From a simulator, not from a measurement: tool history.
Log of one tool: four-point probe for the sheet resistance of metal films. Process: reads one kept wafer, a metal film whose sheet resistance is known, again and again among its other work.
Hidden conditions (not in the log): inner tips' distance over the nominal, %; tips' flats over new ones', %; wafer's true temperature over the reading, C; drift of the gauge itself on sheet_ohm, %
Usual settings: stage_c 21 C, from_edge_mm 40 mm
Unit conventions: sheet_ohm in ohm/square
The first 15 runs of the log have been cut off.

| run | hour | stage_c | from_edge_mm | touches since the probe head was changed | hours of work since the stage's thermometer was calibrated | sheet_ohm |
|---|---|---|---|---|---|---|
| 16 | 462.2 | 31 | 40 | 38441 | 622 | 29.027522 |
| 17 | 500.6 | 31 | 40 | 39690 | 638 | 29.02462 |
| 18 | 524.5 | 24 | 10 | 40469 | 647 | 29.151525 |
| 19 | 560.3 | 29 | 40 | 41632 | 662 | 29.030717 |
| 20 | 591.7 | 29 | 52 | 42655 | 674 | 29.01711 |
| 21 | 616.2 | 29 | 41 | 43451 | 684 | 29.005745 |
| 22 | 660.1 | 28 | 9 | 44881 | 702 | 29.187575 |
| 23 | 688 | 32 | 40 | 45788 | 713 | 29.028174 |
| 24 | 717.9 | 32 | 40 | 46763 | 725 | 29.009035 |
| 25 | 751.8 | 32 | 40 | 47865 | 739 | 29.022201 |
| 26 | 778.2 | 18 | 12 | 48725 | 750 | 29.067791 |
| 27 | 816.5 | 18 | 12 | 49970 | 765 | 29.066647 |
| 28 | 847.3 | 21 | 5 | 50973 | 777 | 29.575112 |
| 29 | 870.8 | 20 | 5 | 51738 | 787 | 29.577785 |
| 30 | 894.5 | 32 | 25 | 52508 | 796 | 29.024813 |
| 31 | 935.8 | 20 | 8 | 53853 | 813 | 29.201579 |
| 32 | 961.4 | 20 | 20 | 54686 | 823 | 28.99382 |
| 33 | 981.6 | 18 | 42 | 55342 | 832 | 28.957095 |
| 34 | 1023 | 31 | 6 | 56690 | 848 | 29.412576 |

Alternative continuations, all from the tool just after run 34; predict every row:
| A | 1059.9 | 25 | 40 | 57891 | 863 | ? |
| B | 1059.9 | 27 | 7 | 57891 | 863 | ? |
| C | 1059.9 | 32 | 15 | 57891 | 863 | ? |

| run | sheet_ohm |
|---|---|
| A | 28.991119 |
| B | 29.292443 |
| C | 29.05082 |
With no hidden state in the tool, these same runs would have given:
| run | sheet_ohm |
|---|---|
| A | 29.077154 |
| B | 29.379371 |
| C | 29.137287 |
